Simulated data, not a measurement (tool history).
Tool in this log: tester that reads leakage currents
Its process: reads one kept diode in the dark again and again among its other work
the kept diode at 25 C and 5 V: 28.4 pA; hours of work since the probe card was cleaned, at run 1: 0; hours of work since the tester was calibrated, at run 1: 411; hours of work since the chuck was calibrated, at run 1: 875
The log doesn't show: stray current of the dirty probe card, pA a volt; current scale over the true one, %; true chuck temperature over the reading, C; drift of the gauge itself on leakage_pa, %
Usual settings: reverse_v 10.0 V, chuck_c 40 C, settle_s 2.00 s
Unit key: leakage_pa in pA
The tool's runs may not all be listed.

run	hour	reverse_v	chuck_c	settle_s	hours of work since the probe card was cleaned	hours of work since the tester was calibrated	hours of work since the chuck was calibrated	leakage_pa
1	0.0	10.0	40	2.00	0	411	875	135.87
2	25.3	3.0	40	2.00	16	427	891	89.45
3	60.8	3.0	40	2.00	39	450	914	89.57
4	96.0	3.0	40	2.00	62	472	937	89.04
5	126.3	3.0	40	2.00	81	492	956	89.60
6	168.3	10.0	53	2.00	108	518	983	370.44
7	203.7	10.0	53	2.00	131	541	1006	369.24
8	224.5	10.0	53	2.00	144	554	1019	370.54
9	255.0	10.0	40	2.00	163	574	1039	140.02
10	291.2	4.8	40	2.00	187	597	1062	107.50
11	335.4	4.8	40	3.79	215	626	1090	107.93
12	372.8	10.0	40	7.64	239	650	1114	142.91
13	392.1	10.0	40	2.00	251	662	1127	142.64
14	415.9	10.0	40	2.00	267	677	1142	142.23
15	447.6	10.0	40	2.00	287	698	1162	142.59
16	469.4	10.0	40	2.00	301	712	1176	143.75
17	513.2	10.0	40	2.00	329	740	1204	144.00
18	548.2	10.0	40	2.00	351	762	1227	145.22
19	573.1	10.0	40	2.00	367	778	1243	145.51
20	618.0	10.0	40	2.00	396	807	1271	146.15
21	649.6	10.0	40	2.00	416	827	1292	146.52
22	692.8	10.0	40	2.00	444	855	1319	147.02
# hour 698.6: probe card cleaned and baked
23	727.7	10.0	40	2.00	19	875	1340	151.67
24	752.1	10.0	40	1.72	34	891	1355	151.95
# hour 787.1: probe card cleaned and baked, once more
25	798.6	6.6	32	0.47	7	919	1383	64.40
26	838.8	2.1	29	3.40	33	944	1409	33.13
27	882.6	4.3	55	5.58	61	973	1437	326.90
28	922.3	4.3	55	5.58	87	998	1463	326.94
29	944.7	4.3	55	4.89	101	1012	1477	326.98
30	987.3	9.4	55	2.07	128	1040	1504	432.47
31	1018.0	2.7	40	6.11	148	1059	1524	90.32
32	1047.2	1.0	26	2.82	167	1078	1543	20.09
33	1081.4	1.1	32	1.13	189	1100	1565	34.75
34	1103.2	1.1	32	1.13	203	1114	1579	34.58
# hour 1133.8: chuck's temperature calibrated
35	1138.1	17.5	21	1.97	224	1135	3	38.66
36	1171.5	2.1	23	1.97	245	1156	24	19.07
37	1205.6	2.1	23	1.97	267	1178	46	18.94
38	1224.4	13.0	55	1.84	279	1190	58	449.44
39	1265.9	19.2	53	2.19	306	1217	85	452.02

How would selected steps in leakage_pa from run to run divide? Give the signed amount a tool lacking its hidden state would still show from settings, what came in and random variation, and the signed amount left for the hidden state, including any gauge scatter that is not in both of the compared results.
Run 5 -> 6: reverse_v 3.0 -> 10.0, chuck_c 40 -> 53. leakage_pa +280.84 pA: hidden state +19.37, all else +261.47.
Run 26 -> 27: reverse_v 2.1 -> 4.3, chuck_c 29 -> 55, settle_s 3.40 -> 5.58. leakage_pa +293.77 pA: hidden state +26.83, all else +266.94.
Run 30 -> 31: reverse_v 9.4 -> 2.7, chuck_c 55 -> 40, settle_s 2.07 -> 6.11. leakage_pa -342.15 pA: hidden state -32.99, all else -309.16.
Run 37 -> 38: reverse_v 2.1 -> 13.0, chuck_c 23 -> 55, settle_s 1.97 -> 1.84. leakage_pa +430.50 pA: hidden state +14.61, all else +415.89.
